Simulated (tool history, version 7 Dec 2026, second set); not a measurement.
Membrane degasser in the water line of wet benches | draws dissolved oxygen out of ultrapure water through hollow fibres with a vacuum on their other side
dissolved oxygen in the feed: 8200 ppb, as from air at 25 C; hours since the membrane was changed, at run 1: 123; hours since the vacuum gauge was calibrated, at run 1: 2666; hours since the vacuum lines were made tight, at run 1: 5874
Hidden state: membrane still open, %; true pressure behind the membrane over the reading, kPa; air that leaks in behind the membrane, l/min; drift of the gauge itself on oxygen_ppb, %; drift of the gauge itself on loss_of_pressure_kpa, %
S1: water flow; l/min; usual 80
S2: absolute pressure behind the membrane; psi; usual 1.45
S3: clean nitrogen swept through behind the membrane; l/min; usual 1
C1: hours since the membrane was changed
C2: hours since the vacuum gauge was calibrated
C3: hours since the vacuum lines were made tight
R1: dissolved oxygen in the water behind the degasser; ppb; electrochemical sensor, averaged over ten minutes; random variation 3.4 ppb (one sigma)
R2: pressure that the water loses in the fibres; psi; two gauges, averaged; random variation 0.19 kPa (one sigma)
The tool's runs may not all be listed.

run	hour	S1	S2	S3	C1	C2	C3	R1	R2
1	0	80	1.45	1	123	2666	5874	1049.5	7.091
2	40.7	80	1.45	1	164	2706	5915	1045.8	7.127
3	72.2	80	1.45	1	196	2738	5946	1049.6	7.168
4	120.4	80	1.45	1	244	2786	5994	1047.1	7.142
5	153.9	80	1.45	1	277	2820	6028	1053.6	7.124
6	200.1	80	1.45	1	323	2866	6074	1043.1	7.123
7	246.1	80	1.45	1	369	2912	6120	1049.8	7.213
8	274.4	64	1.45	1	398	2940	6148	833.1	5.7
9	320.2	80	1.45	1	444	2986	6194	1054.4	7.146
10	359.6	80	1.45	1	483	3025	6234	1046.9	7.126
11	415.2	57	0.97	0.64	539	3081	6289	562.8	5.042
# hour 420.9: vacuum gauge calibrated
12	440.1	56	2.71	0.79	563	19	6313	1690.1	4.979
13	465.3	80	1.45	1.67	588	44	6339	817.7	7.146
14	491	92	1.45	1.62	614	70	6364	991.5	8.218
15	531.9	92	1.45	1.62	655	111	6405	995.8	8.196
16	574.8	92	2.13	0.75	698	154	6448	1994.4	8.218
# hour 578.9: vacuum gauge calibrated, once more
17	632.8	92	3.63	2.76	755	54	6506	1563.6	8.19
18	661.8	92	3.63	2.76	784	83	6535	1555.8	8.219
19	698.6	80	2.84	1	821	120	6571	1989.2	7.174

4 ways to go on from here, each from the tool as it stands after run 19. What would each give?
A	747.7	80	1.1	0.68	870	169	6621	?	?
B	747.7	79	3.35	2.98	870	169	6621	?	?
C	747.7	80	1.22	1	870	169	6621	?	?
D	747.7	105	1.45	0.56	870	169	6621	?	?

run	R1	R2
A	908.7	7.156
B	1189	7.055
C	861	7.172
D	1721.1	9.398
Without the tool's hidden state the same runs would have given:
run	R1	R2
A	909.1	7.123
B	1181.9	7.023
C	859	7.14
D	1726.3	9.355
